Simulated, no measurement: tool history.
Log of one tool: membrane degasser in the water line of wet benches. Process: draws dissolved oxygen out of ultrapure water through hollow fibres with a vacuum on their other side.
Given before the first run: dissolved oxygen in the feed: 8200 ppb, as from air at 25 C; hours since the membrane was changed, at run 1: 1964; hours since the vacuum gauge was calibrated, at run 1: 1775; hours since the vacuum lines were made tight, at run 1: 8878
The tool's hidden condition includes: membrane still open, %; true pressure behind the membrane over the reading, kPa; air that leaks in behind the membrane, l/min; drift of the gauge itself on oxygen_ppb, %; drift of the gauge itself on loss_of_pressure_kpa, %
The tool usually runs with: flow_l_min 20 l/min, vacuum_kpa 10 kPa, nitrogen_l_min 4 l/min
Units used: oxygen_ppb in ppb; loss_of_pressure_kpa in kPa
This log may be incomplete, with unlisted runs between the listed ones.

run,hour,flow_l_min,vacuum_kpa,nitrogen_l_min,hours since the membrane was changed,hours since the vacuum gauge was calibrated,hours since the vacuum lines were made tight,oxygen_ppb,loss_of_pressure_kpa
1,0,20,10,4,1964,1775,8878,87.8,54.59
2,52.7,20,10,4,2017,1828,8931,89.4,54.42
3,96.5,20,10,4,2061,1872,8975,89,54.6
4,135.6,20,10,4,2100,1911,9014,88.6,54.72
5,165.7,20,10,4,2130,1941,9044,89.4,54.79
6,223.7,20,10,4,2188,1999,9102,88.3,54.55
7,256.3,20,24.8,4,2221,2031,9135,265.7,54.8
8,282.7,20,24.8,4,2247,2058,9161,264.5,54.81
9,342.9,20,24.8,4,2307,2118,9221,263.2,54.93
10,386.5,20,24.8,4,2351,2161,9265,265.5,54.67
11,420.5,20,10,4,2385,2195,9299,88.6,54.7
12,478.2,20,10,4,2443,2253,9357,89.2,54.45
13,526,20,10,4,2490,2301,9404,89.6,54.55
14,584.2,20,10,4,2549,2359,9463,89.2,54.12
15,612.6,20,10,4,2577,2388,9491,89.9,55.01
16,667.9,20,8.8,4,2632,2443,9546,75.5,54.73
17,702.6,12,8.8,4,2667,2478,9581,43.9,32.85
18,742.4,18,8.2,10.25,2707,2517,9621,25.4,49.29
19,777.4,17,17.2,4,2742,2552,9656,149.1,46.76
20,825.8,30,10,10.61,2790,2601,9704,72.6,82.18
21,852.3,30,10,10.61,2817,2627,9731,72.3,82.95
22,912,20,10,6.37,2876,2687,9790,58.7,54.82
23,959.5,20,10,6.37,2924,2734,9838,58.6,54.83
24,1014.1,17,22.7,11.3,2978,2789,9892,76.1,46.36

Predict the results of run 25:
25,1072.7,17,22.7,11.3,3037,2848,9951,?,?

{"run 25": {"oxygen_ppb": 76.4, "loss_of_pressure_kpa": 46.57}}
Had the tool carried no hidden state, the very same run would have given oxygen_ppb 74 ppb, loss_of_pressure_kpa 45.67 kPa.

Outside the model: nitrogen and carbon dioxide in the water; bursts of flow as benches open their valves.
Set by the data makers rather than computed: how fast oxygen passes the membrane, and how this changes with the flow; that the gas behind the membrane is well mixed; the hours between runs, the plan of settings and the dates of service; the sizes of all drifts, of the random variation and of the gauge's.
